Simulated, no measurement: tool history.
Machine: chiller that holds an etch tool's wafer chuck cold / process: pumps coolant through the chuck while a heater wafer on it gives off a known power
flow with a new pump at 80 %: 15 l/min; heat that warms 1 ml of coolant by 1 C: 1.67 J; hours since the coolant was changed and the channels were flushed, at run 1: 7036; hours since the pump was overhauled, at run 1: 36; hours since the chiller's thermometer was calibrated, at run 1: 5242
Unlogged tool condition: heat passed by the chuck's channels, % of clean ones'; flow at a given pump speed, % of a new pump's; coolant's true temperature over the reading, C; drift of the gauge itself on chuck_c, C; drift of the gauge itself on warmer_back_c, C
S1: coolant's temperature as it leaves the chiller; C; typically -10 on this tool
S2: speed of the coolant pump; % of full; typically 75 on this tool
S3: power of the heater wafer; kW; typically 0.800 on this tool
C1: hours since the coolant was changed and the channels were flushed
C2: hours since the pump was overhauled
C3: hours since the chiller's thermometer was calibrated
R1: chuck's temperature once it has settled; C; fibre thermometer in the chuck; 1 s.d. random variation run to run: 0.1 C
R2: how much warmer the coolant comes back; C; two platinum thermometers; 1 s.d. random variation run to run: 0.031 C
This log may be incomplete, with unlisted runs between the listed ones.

run 1 hour=0.0 | S1=-10 S2=75 S3=0.800 | C1=7036 C2=36 C3=5242 | R1=-3.9 R2=2.03
run 2 hour=26.0 | S1=-10 S2=75 S3=0.800 | C1=7062 C2=62 C3=5268 | R1=-3.7 R2=2.01
run 3 hour=56.5 | S1=-10 S2=75 S3=0.800 | C1=7092 C2=93 C3=5298 | R1=-3.9 R2=2.02
run 4 hour=88.1 | S1=-10 S2=82 S3=0.800 | C1=7124 C2=124 C3=5330 | R1=-4.4 R2=1.84
run 5 hour=112.6 | S1=-10 S2=82 S3=0.800 | C1=7149 C2=149 C3=5355 | R1=-4.5 R2=1.89
run 6 hour=132.5 | S1=-10 S2=82 S3=0.800 | C1=7168 C2=169 C3=5374 | R1=-4.5 R2=1.86
run 7 hour=160.7 | S1=-10 S2=82 S3=0.800 | C1=7197 C2=197 C3=5403 | R1=-4.5 R2=1.88
run 8 hour=187.9 | S1=-10 S2=75 S3=0.800 | C1=7224 C2=224 C3=5430 | R1=-3.8 R2=2.02
run 9 hour=208.2 | S1=-10 S2=75 S3=0.800 | C1=7244 C2=244 C3=5450 | R1=-4.0 R2=2.06
run 10 hour=235.3 | S1=-10 S2=75 S3=0.800 | C1=7271 C2=272 C3=5477 | R1=-3.8 R2=2.09
run 11 hour=253.0 | S1=-10 S2=75 S3=0.800 | C1=7289 C2=289 C3=5495 | R1=-3.9 R2=2.02
run 12 hour=285.4 | S1=-10 S2=75 S3=0.800 | C1=7321 C2=322 C3=5527 | R1=-3.9 R2=1.98
run 13 hour=304.4 | S1=-10 S2=75 S3=0.800 | C1=7340 C2=341 C3=5546 | R1=-3.8 R2=2.04
run 14 hour=327.7 | S1=-10 S2=75 S3=0.800 | C1=7364 C2=364 C3=5570 | R1=-3.7 R2=2.05
run 15 hour=358.5 | S1=-10 S2=75 S3=0.800 | C1=7395 C2=395 C3=5600 | R1=-4.1 R2=2.08
run 16 hour=385.1 | S1=-10 S2=75 S3=0.800 | C1=7421 C2=421 C3=5627 | R1=-3.8 R2=2.10
run 17 hour=413.2 | S1=-1 S2=74 S3=0.793 | C1=7449 C2=450 C3=5655 | R1=5.0 R2=2.05
run 18 hour=428.5 | S1=-7 S2=75 S3=0.606 | C1=7465 C2=465 C3=5671 | R1=-2.4 R2=1.55
run 19 hour=448.5 | S1=-7 S2=75 S3=0.606 | C1=7485 C2=485 C3=5691 | R1=-2.3 R2=1.57
run 20 hour=473.2 | S1=-10 S2=75 S3=0.606 | C1=7509 C2=509 C3=5715 | R1=-5.5 R2=1.54
run 21 hour=499.0 | S1=-6 S2=74 S3=0.999 | C1=7535 C2=535 C3=5741 | R1=1.9 R2=2.62
run 22 hour=524.3 | S1=-5 S2=75 S3=0.800 | C1=7560 C2=561 C3=5766 | R1=1.0 R2=2.02
run 23 hour=558.6 | S1=-10 S2=96 S3=0.634 | C1=7595 C2=595 C3=5801 | R1=-6.2 R2=1.21
run 24 hour=578.1 | S1=-1 S2=68 S3=1.163 | C1=7614 C2=614 C3=5820 | R1=8.9 R2=3.30
run 25 hour=605.6 | S1=-10 S2=75 S3=1.166 | C1=7642 C2=642 C3=5848 | R1=-0.8 R2=3.00
run 26 hour=624.7 | S1=-10 S2=75 S3=1.166 | C1=7661 C2=661 C3=5867 | R1=-0.9 R2=3.00
-- hour=653.8 chiller's thermometer calibrated
run 27 hour=656.3 | S1=-1 S2=75 S3=0.456 | C1=7691 C2=692 C3=3 | R1=2.5 R2=1.20
run 28 hour=675.6 | S1=-10 S2=68 S3=0.897 | C1=7711 C2=711 C3=22 | R1=-2.0 R2=2.53
run 29 hour=698.4 | S1=-9 S2=94 S3=0.605 | C1=7733 C2=734 C3=45 | R1=-4.9 R2=1.25
run 30 hour=724.3 | S1=-10 S2=75 S3=1.147 | C1=7759 C2=760 C3=71 | R1=-0.9 R2=2.97
run 31 hour=744.1 | S1=-10 S2=75 S3=1.147 | C1=7779 C2=779 C3=90 | R1=-1.0 R2=3.00

What if the next run were any one of these 3? Each begins from the tool's condition after run 31:
run A hour=767.6 | S1=-10 S2=88 S3=0.424 | C1=7803 C2=803 C3=114 | R1=? R2=?
run B hour=767.6 | S1=-17 S2=75 S3=0.800 | C1=7803 C2=803 C3=114 | R1=? R2=?
run C hour=767.6 | S1=-10 S2=97 S3=1.147 | C1=7803 C2=803 C3=114 | R1=? R2=?

run=A R1=-7.0 R2=0.90
run=B R1=-10.7 R2=2.03
run=C R1=-2.8 R2=2.29
Take away the tool's hidden state, keep each run's random variation, and the runs would have read:
run=A R1=-7.4 R2=0.89
run=B R1=-11.7 R2=2.03
run=C R1=-3.9 R2=2.28
